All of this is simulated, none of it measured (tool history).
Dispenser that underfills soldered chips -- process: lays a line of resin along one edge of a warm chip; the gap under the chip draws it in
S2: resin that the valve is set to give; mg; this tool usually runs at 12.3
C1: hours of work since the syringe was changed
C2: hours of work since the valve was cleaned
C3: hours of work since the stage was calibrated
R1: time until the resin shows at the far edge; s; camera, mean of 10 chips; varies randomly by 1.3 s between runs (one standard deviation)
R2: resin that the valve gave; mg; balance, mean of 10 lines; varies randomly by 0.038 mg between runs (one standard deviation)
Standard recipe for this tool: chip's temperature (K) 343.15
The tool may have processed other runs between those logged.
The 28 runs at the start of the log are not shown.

Run 29, hour 150.6: usual settings but chip's temperature (K) 348.15, S2 13.3 mg; C1 3; C2 14; C3 241. Result: R1 120.1 s, R2 13.13 mg.
Run 30, hour 154.9: usual settings but chip's temperature (K) 328.15, S2 15.4 mg; C1 6; C2 17; C3 244. Result: R1 349.0 s, R2 15.20 mg.
Run 31, hour 158.1: usual settings but chip's temperature (K) 341.15, S2 11.1 mg; C1 8; C2 19; C3 246. Result: R1 221.5 s, R2 10.92 mg.
At hour 159.7: new syringe of resin.
Run 32, hour 165.5: usual settings but chip's temperature (K) 341.15, S2 11.1 mg; C1 4; C2 24; C3 251. Result: R1 182.1 s, R2 10.88 mg.
At hour 173.0: new syringe of resin.
Run 33, hour 173.0: usual settings but chip's temperature (K) 345.15; C1 0; C2 29; C3 256. Result: R1 121.2 s, R2 12.03 mg.
Run 34, hour 176.8: usual settings but chip's temperature (K) 339.15, S2 15.4 mg; C1 2; C2 31; C3 258. Result: R1 175.4 s, R2 14.99 mg.
Run 35, hour 180.8: usual settings but chip's temperature (K) 356.15, S2 13.5 mg; C1 5; C2 34; C3 261. Result: R1 98.0 s, R2 13.09 mg.
Run 36, hour 185.2: usual settings but chip's temperature (K) 347.15; C1 8; C2 37; C3 264. Result: R1 171.7 s, R2 11.89 mg.

3 options for the next run, each taken on its own from the tool as it stands now. Forecast them:
At hour 186.3: new syringe of resin.
Run A, hour 190.3: usual settings but chip's temperature (K) 352.15, S2 15.6 mg; C1 3; C2 40; C3 267. Result: R1 ?, R2 ?.
At hour 186.3: new syringe of resin.
Run B, hour 190.3: usual settings but S2 10.5 mg; C1 3; C2 40; C3 267. Result: R1 ?, R2 ?.
At hour 186.3: new syringe of resin.
Run C, hour 190.3: usual settings but S2 10.7 mg; C1 3; C2 40; C3 267. Result: R1 ?, R2 ?.

run     R1     R2
  A  102.0  15.10
  B  158.6  10.16
  C  161.2  10.35
Without the tool's unlogged condition, the same runs would have read:
run     R1     R2
  A   83.1  15.64
  B  127.3  10.52
  C  129.6  10.72

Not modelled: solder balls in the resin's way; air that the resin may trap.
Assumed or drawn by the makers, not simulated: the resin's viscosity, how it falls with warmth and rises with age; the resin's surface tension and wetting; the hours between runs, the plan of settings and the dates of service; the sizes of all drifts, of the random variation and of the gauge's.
